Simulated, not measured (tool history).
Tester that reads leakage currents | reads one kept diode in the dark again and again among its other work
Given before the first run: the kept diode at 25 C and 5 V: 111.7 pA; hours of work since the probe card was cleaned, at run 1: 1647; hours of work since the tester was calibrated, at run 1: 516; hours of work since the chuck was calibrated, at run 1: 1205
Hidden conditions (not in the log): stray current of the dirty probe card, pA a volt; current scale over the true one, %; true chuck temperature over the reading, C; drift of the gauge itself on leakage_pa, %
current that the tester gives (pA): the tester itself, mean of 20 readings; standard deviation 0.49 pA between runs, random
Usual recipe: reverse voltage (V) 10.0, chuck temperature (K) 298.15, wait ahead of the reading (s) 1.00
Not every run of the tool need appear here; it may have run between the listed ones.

run      day  reverse voltage (V)  chuck temperature (K)  wait ahead of the reading (s)  hours of work since the probe card was cleaned  hours of work since the tester was calibrated  hours of work since the chuck was calibrated  current that the tester gives (pA)
  1    0.000                 10.0                 298.15                           1.00                                            1647                                            516                                          1205                              162.24
       5.025  -- probe card cleaned and baked
  2    5.617                 10.0                 298.15                           1.00                                               7                                            579                                          1268                              163.27
       9.829  -- chuck's temperature calibrated
  3   10.217                 10.0                 298.15                           1.00                                              58                                            631                                             4                              162.46
  4   15.521                 10.0                 298.15                           1.00                                             119                                            692                                            65                              162.37
  5   20.679                 10.0                 298.15                           1.00                                             178                                            751                                           124                              162.11
  6   24.858                 10.0                 298.15                           2.68                                             226                                            799                                           172                              162.25
  7   30.058                 10.0                 298.15                           2.68                                             285                                            858                                           231                              161.74
  8   35.250                 10.0                 297.15                           1.00                                             345                                            917                                           291                              149.36
  9   40.350                 10.0                 317.15                           1.00                                             403                                            976                                           349                              730.12
 10   45.104                 10.0                 317.15                           1.00                                             458                                           1030                                           404                              731.40
 11   48.771                 10.0                 317.15                           1.00                                             500                                           1072                                           446                              725.10
 12   51.312                  2.4                 317.15                           1.00                                             529                                           1101                                           475                              341.93
 13   54.996                  2.4                 317.15                           1.00                                             571                                           1143                                           517                              340.74
 14   57.696                  2.4                 317.15                           1.00                                             602                                           1174                                           548                              341.35
 15   60.512                  2.4                 317.15                           3.72                                             634                                           1206                                           580                              341.68
 16   64.650                 10.0                 298.15                           1.00                                             681                                           1254                                           627                              162.13
 17   68.125                 10.0                 298.15                           1.00                                             721                                           1293                                           667                              161.54
 18   70.458                 10.0                 298.15                           1.00                                             748                                           1320                                           694                              162.45
 19   74.350                 10.0                 298.15                           1.00                                             792                                           1365                                           738                              162.31
 20   78.271                  6.7                 298.15                           1.00                                             837                                           1410                                           783                              131.50
 21   81.892                 10.0                 298.15                           1.67                                             878                                           1451                                           824                              161.26
 22   86.042                 18.1                 298.15                           6.41                                             926                                           1498                                           872                              220.49
 23   90.758                 18.1                 298.15                           6.41                                             980                                           1552                                           926                              222.38
 24   96.146                 18.1                 298.15                           6.41                                            1042                                           1614                                           987                              220.06
 25  101.554                  2.8                 298.15                           6.93                                            1103                                           1676                                          1049                               82.41
 26  107.208                 10.9                 318.15                           7.86                                            1168                                           1741                                          1114                              812.55
 27  112.133                 10.0                 315.15                           4.81                                            1224                                           1797                                          1170                              623.76
 28  115.962                  1.4                 309.15                           4.81                                            1268                                           1841                                          1214                              139.04
 29  121.612                  7.8                 305.15                           0.58                                            1333                                           1905                                          1279                              253.74
     124.725  -- chuck's temperature calibrated
 30  124.742                 10.7                 296.15                           1.00                                            1368                                           1940                                             0                              143.04
 31  128.021                 19.9                 324.15                           1.00                                            1405                                           1978                                            38                             1738.62
 32  132.758                  2.8                 324.15                           0.74                                            1459                                           2032                                            92                              618.79
 33  135.542                  8.3                 324.15                           0.74                                            1491                                           2064                                           124                             1099.70
 34  138.592                 12.7                 305.15                           2.08                                            1526                                           2099                                           159                              326.58
 35  143.758                 10.0                 298.15                           2.48                                            1585                                           2158                                           218                              162.24
 36  146.717                 17.5                 298.15                           1.82                                            1619                                           2192                                           252                              217.42
 37  152.238                  3.6                 294.15                           0.49                                            1682                                           2255                                           315                               68.02
     154.529  -- probe card cleaned and baked
 38  155.421                  1.1                 306.15                           3.88                                              10                                           2290                                           350                               96.79
 39  159.983                  1.1                 306.15                           3.88                                              62                                           2342                                           402                               96.76
 40  165.096                 10.3                 332.15                           8.79                                             121                                           2401                                           460                             2137.51

Selected run-to-run steps in current that the tester gives (pA), each split into two signed amounts: the part the tool would show with no hidden state at all (from settings, incoming material and random variation), and the remainder, which goes to the hidden state together with any gauge scatter not common to the measured and the hidden-state-free results:
Run 25 -> 26: reverse voltage (V) 2.8 -> 10.9, chuck temperature (K) 298.15 -> 318.15, wait ahead of the reading (s) 6.93 -> 7.86. current that the tester gives (pA) +730.14: hidden state -0.86, all else +731.00.
Run 27 -> 28: reverse voltage (V) 10.0 -> 1.4, chuck temperature (K) 315.15 -> 309.15. current that the tester gives (pA) -484.72: hidden state +0.58, all else -485.30.
Run 30 -> 31: reverse voltage (V) 10.7 -> 19.9, chuck temperature (K) 296.15 -> 324.15. current that the tester gives (pA) +1595.58: hidden state -0.04, all else +1595.62.
Run 31 -> 32: reverse voltage (V) 19.9 -> 2.8, wait ahead of the reading (s) 1.00 -> 0.74. current that the tester gives (pA) -1119.83: hidden state -0.08, all else -1119.75.
Run 39 -> 40: reverse voltage (V) 1.1 -> 10.3, chuck temperature (K) 306.15 -> 332.15, wait ahead of the reading (s) 3.88 -> 8.79. current that the tester gives (pA) +2040.75: hidden state -0.93, all else +2041.68.
